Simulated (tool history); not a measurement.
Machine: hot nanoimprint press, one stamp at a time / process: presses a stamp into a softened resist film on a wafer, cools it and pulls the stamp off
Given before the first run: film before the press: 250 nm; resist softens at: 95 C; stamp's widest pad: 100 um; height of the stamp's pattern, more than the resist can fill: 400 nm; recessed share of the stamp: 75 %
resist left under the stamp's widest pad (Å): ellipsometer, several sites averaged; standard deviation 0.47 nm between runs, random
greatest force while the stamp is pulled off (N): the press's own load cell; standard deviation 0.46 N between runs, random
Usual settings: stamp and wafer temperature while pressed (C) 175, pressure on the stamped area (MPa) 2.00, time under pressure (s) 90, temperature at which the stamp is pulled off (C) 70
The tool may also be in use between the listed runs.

run   hour  stamp and wafer temperature while pressed (C)  pressure on the stamped area (MPa)  time under pressure (s)  temperature at which the stamp is pulled off (C)  resist left under the stamp's widest pad (Å)  greatest force while the stamp is pulled off (N)
  1    0.0                                            175                                2.00                       90                                                70                                          1119                                              89.8
  2   24.0                                            175                                2.00                       71                                                70                                          1211                                              89.4
  3   69.9                                            175                                2.00                       71                                                70                                          1222                                              90.6
  4  112.6                                            175                                2.00                       71                                                70                                          1217                                              90.8
  5  155.5                                            175                                2.00                       90                                                70                                          1111                                              91.1
  6  198.2                                            175                                2.00                       90                                                70                                          1112                                              92.3
  7  251.6                                            175                                2.00                       90                                                70                                          1107                                              88.9
  8  293.0                                            175                                2.00                       90                                                65                                          1109                                              99.7
  9  312.7                                            175                                2.00                       90                                                65                                          1112                                             100.3
 10  344.1                                            175                                2.00                       90                                                70                                          1096                                              90.1
 11  371.4                                            175                                2.00                       90                                                70                                          1099                                              90.0
 12  391.5                                            175                                2.00                       90                                                70                                          1104                                              90.3
 13  426.5                                            175                                2.00                       46                                                70                                          1382                                              91.1
 14  467.7                                            175                                2.00                       90                                                69                                          1104                                              94.2
 15  500.1                                            175                                2.00                       90                                                69                                          1089                                              89.7
 16  542.7                                            163                                1.35                      124                                                57                                          1540                                             114.8
 17  562.5                                            163                                1.35                      124                                                57                                          1552                                             115.2
 18  598.2                                            175                                2.00                       90                                                62                                          1087                                             105.1
 19  623.4                                            175                                2.00                      176                                                72                                           879                                              89.0
 20  657.9                                            175                                1.43                       54                                                72                                          1554                                              89.7
 21  685.3                                            175                                2.00                       62                                                64                                          1294                                             105.5
 22  714.1                                            175                                2.00                       62                                                64                                          1293                                             106.9
 23  759.7                                            175                                1.36                       50                                                73                                          1611                                              84.5
 24  800.4                                            175                                2.00                      110                                                70                                          1048                                              90.5
 25  830.1                                            175                                2.37                       64                                                59                                          1166                                             114.8
 26  855.2                                            175                                2.37                       64                                                59                                          1166                                             114.5
 27  892.5                                            175                                1.61                       90                                                74                                          1233                                              83.4
 28  916.2                                            169                                1.50                       63                                                62                                          1632                                             110.1
 29  961.9                                            187                                1.50                       63                                                62                                          1126                                             105.7

Between the runs listed above, the log contained 6 entries, not reproduced here. Where in the sequence does each belong, and how does what the log doesn't record of the tool's condition differ from the listed run before to the listed run after?
Logged between run 6 and run 7: stamp cleaned and given a new release coat (hour 239.2)
  true temperature over the reading, C: 0.68 -> 0.77; pressure that arrives at the usual setting, %: 99.58 -> 99.53; grip of the stamp's worn release coat, % over a new coat's: 4.2 -> 0.3
  what was measured, less what the result would be without the hidden state, resist left under the stamp's widest pad (Å): -16 -> -18; greatest force while the stamp is pulled off (N): +2.4 -> -1.4
Logged between run 14 and run 15: plate thermocouple calibrated (hour 472.8); stamp cleaned and given a new release coat (hour 481.5)
  true temperature over the reading, C: 1.2 -> 1.6; pressure that arrives at the usual setting, %: 99.32 -> 99.29; grip of the stamp's worn release coat, % over a new coat's: 4.8 -> 0.4
  what was measured, less what the result would be without the hidden state, resist left under the stamp's widest pad (Å): -29 -> -39; greatest force while the stamp is pulled off (N): +1.9 -> -2.9
Logged between run 18 and run 19: plate thermocouple calibrated, once more (hour 621.2)
  true temperature over the reading, C: 1.8 -> -0.11; pressure that arrives at the usual setting, %: 99.2 -> 99.17; grip of the stamp's worn release coat, % over a new coat's: 2.5 -> 2.9
  what was measured, less what the result would be without the hidden state, resist left under the stamp's widest pad (Å): -43 -> +6; greatest force while the stamp is pulled off (N): -1.1 -> +2.7
Logged between run 22 and run 23: stamp cleaned and given a new release coat (hour 723.6)
  true temperature over the reading, C: 0.07 -> 0.15; pressure that arrives at the usual setting, %: 99.09 -> 99.05; grip of the stamp's worn release coat, % over a new coat's: 4.9 -> 0.8
  what was measured, less what the result would be without the hidden state, resist left under the stamp's widest pad (Å): +4 -> -1; greatest force while the stamp is pulled off (N): +4.8 -> +0.3
Logged between run 28 and run 29: stamp cleaned and given a new release coat (hour 961.9)
  true temperature over the reading, C: 0.46 -> 0.54; pressure that arrives at the usual setting, %: 98.9 -> 98.86; grip of the stamp's worn release coat, % over a new coat's: 4.1 -> 0
  what was measured, less what the result would be without the hidden state, resist left under the stamp's widest pad (Å): -10 -> -8; greatest force while the stamp is pulled off (N): +3.4 -> -1.1
